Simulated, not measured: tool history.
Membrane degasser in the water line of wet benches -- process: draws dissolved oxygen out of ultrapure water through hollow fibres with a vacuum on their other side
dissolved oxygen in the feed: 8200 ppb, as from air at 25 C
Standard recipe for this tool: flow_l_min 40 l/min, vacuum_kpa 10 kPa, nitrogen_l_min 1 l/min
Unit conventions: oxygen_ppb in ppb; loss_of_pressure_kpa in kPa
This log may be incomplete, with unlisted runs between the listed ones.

{"run": 1, "day": 0.0, "flow_l_min": 40, "vacuum_kpa": 10, "nitrogen_l_min": 1, "oxygen_ppb": 643.6, "loss_of_pressure_kpa": 65.56}
{"run": 2, "day": 9.55, "flow_l_min": 40, "vacuum_kpa": 10, "nitrogen_l_min": 1, "oxygen_ppb": 648.6, "loss_of_pressure_kpa": 65.71}
{"run": 3, "day": 17.171, "flow_l_min": 40, "vacuum_kpa": 10, "nitrogen_l_min": 1, "oxygen_ppb": 646, "loss_of_pressure_kpa": 66.19}
{"run": 4, "day": 22.346, "flow_l_min": 40, "vacuum_kpa": 10, "nitrogen_l_min": 1.79, "oxygen_ppb": 458.9, "loss_of_pressure_kpa": 66.12}
{"run": 5, "day": 29.775, "flow_l_min": 58, "vacuum_kpa": 10, "nitrogen_l_min": 1, "oxygen_ppb": 993, "loss_of_pressure_kpa": 95.58}
{"run": 6, "day": 38.879, "flow_l_min": 58, "vacuum_kpa": 10, "nitrogen_l_min": 1, "oxygen_ppb": 1003.9, "loss_of_pressure_kpa": 95.96}
{"run": 7, "day": 44.325, "flow_l_min": 58, "vacuum_kpa": 10, "nitrogen_l_min": 1, "oxygen_ppb": 995.8, "loss_of_pressure_kpa": 95.7}
{"run": 8, "day": 51.925, "flow_l_min": 40, "vacuum_kpa": 10, "nitrogen_l_min": 1, "oxygen_ppb": 647.8, "loss_of_pressure_kpa": 66.17}
{"run": 9, "day": 56.925, "flow_l_min": 40, "vacuum_kpa": 10, "nitrogen_l_min": 1, "oxygen_ppb": 648.7, "loss_of_pressure_kpa": 66.29}
{"run": 10, "day": 63.304, "flow_l_min": 40, "vacuum_kpa": 10, "nitrogen_l_min": 1, "oxygen_ppb": 647.9, "loss_of_pressure_kpa": 66.02}
{"run": 11, "day": 71.333, "flow_l_min": 40, "vacuum_kpa": 10, "nitrogen_l_min": 1, "oxygen_ppb": 648.9, "loss_of_pressure_kpa": 66.38}
{"run": 12, "day": 79.017, "flow_l_min": 40, "vacuum_kpa": 10, "nitrogen_l_min": 1, "oxygen_ppb": 651.2, "loss_of_pressure_kpa": 66.44}
{"run": 13, "day": 83.95, "flow_l_min": 40, "vacuum_kpa": 22.2, "nitrogen_l_min": 1, "oxygen_ppb": 1421.6, "loss_of_pressure_kpa": 66.29}
{"run": 14, "day": 91.4, "flow_l_min": 40, "vacuum_kpa": 22.2, "nitrogen_l_min": 1, "oxygen_ppb": 1445.1, "loss_of_pressure_kpa": 66.17}
{"run": 15, "day": 99.979, "flow_l_min": 40, "vacuum_kpa": 10, "nitrogen_l_min": 1, "oxygen_ppb": 646.3, "loss_of_pressure_kpa": 66.56}
{"run": 16, "day": 109.346, "flow_l_min": 40, "vacuum_kpa": 10, "nitrogen_l_min": 1, "oxygen_ppb": 648.3, "loss_of_pressure_kpa": 67.05}
{"run": 17, "day": 117.408, "flow_l_min": 40, "vacuum_kpa": 10, "nitrogen_l_min": 1, "oxygen_ppb": 641.2, "loss_of_pressure_kpa": 66.2}
{"run": 18, "day": 123.179, "flow_l_min": 40, "vacuum_kpa": 10, "nitrogen_l_min": 1, "oxygen_ppb": 649.1, "loss_of_pressure_kpa": 66.62}
{"run": 19, "day": 129.488, "flow_l_min": 40, "vacuum_kpa": 10, "nitrogen_l_min": 1, "oxygen_ppb": 652.1, "loss_of_pressure_kpa": 67.06}
{"run": 20, "day": 138.579, "flow_l_min": 42, "vacuum_kpa": 8.4, "nitrogen_l_min": 1.83, "oxygen_ppb": 410.5, "loss_of_pressure_kpa": 70.02}
{"run": 21, "day": 143.046, "flow_l_min": 48, "vacuum_kpa": 8.9, "nitrogen_l_min": 1, "oxygen_ppb": 719.2, "loss_of_pressure_kpa": 80.33}
{"run": 22, "day": 147.633, "flow_l_min": 40, "vacuum_kpa": 6, "nitrogen_l_min": 1, "oxygen_ppb": 362.5, "loss_of_pressure_kpa": 66.63}
{"run": 23, "day": 152.617, "flow_l_min": 40, "vacuum_kpa": 6, "nitrogen_l_min": 1, "oxygen_ppb": 362.7, "loss_of_pressure_kpa": 66.61}
{"run": 24, "day": 161.092, "flow_l_min": 57, "vacuum_kpa": 15.9, "nitrogen_l_min": 1.47, "oxygen_ppb": 1196.3, "loss_of_pressure_kpa": 95.21}
{"run": 25, "day": 169.504, "flow_l_min": 57, "vacuum_kpa": 15.9, "nitrogen_l_min": 1.47, "oxygen_ppb": 1211.1, "loss_of_pressure_kpa": 94.91}
{"run": 26, "day": 175.558, "flow_l_min": 57, "vacuum_kpa": 15.9, "nitrogen_l_min": 1.47, "oxygen_ppb": 1198.8, "loss_of_pressure_kpa": 95.76}
{"run": 27, "day": 183.525, "flow_l_min": 57, "vacuum_kpa": 15.9, "nitrogen_l_min": 1.47, "oxygen_ppb": 1203.6, "loss_of_pressure_kpa": 95.28}
{"run": 28, "day": 188.458, "flow_l_min": 37, "vacuum_kpa": 21.5, "nitrogen_l_min": 1.37, "oxygen_ppb": 1054.5, "loss_of_pressure_kpa": 62.34}
{"run": 29, "day": 197.954, "flow_l_min": 37, "vacuum_kpa": 21.5, "nitrogen_l_min": 1.37, "oxygen_ppb": 1050.4, "loss_of_pressure_kpa": 62.35}
{"run": 30, "day": 202.704, "flow_l_min": 34, "vacuum_kpa": 10, "nitrogen_l_min": 1, "oxygen_ppb": 545.3, "loss_of_pressure_kpa": 56.84}
{"run": 31, "day": 207.658, "flow_l_min": 26, "vacuum_kpa": 10, "nitrogen_l_min": 1, "oxygen_ppb": 401.2, "loss_of_pressure_kpa": 43.79}
{"run": 32, "day": 213.838, "flow_l_min": 51, "vacuum_kpa": 9.3, "nitrogen_l_min": 1, "oxygen_ppb": 816.9, "loss_of_pressure_kpa": 85.84}

Between the runs listed above, the log contained 1 entry, not reproduced here. Where in the sequence does each belong, and how does what the log doesn't record of the tool's condition differ from the listed run before to the listed run after?
Run 16 -> run 17: vacuum gauge calibrated (day 111.771)
  membrane still open, %: 95.2 -> 95.1; true pressure behind the membrane over the reading, kPa: 0.06 -> -0.01; air that leaks in behind the membrane, l/min: 0.0062 -> 0.0063
  measured minus no-state result, oxygen_ppb: +28.3 -> +23.7 ppb; loss_of_pressure_kpa: +3.21 -> +3.22 kPa

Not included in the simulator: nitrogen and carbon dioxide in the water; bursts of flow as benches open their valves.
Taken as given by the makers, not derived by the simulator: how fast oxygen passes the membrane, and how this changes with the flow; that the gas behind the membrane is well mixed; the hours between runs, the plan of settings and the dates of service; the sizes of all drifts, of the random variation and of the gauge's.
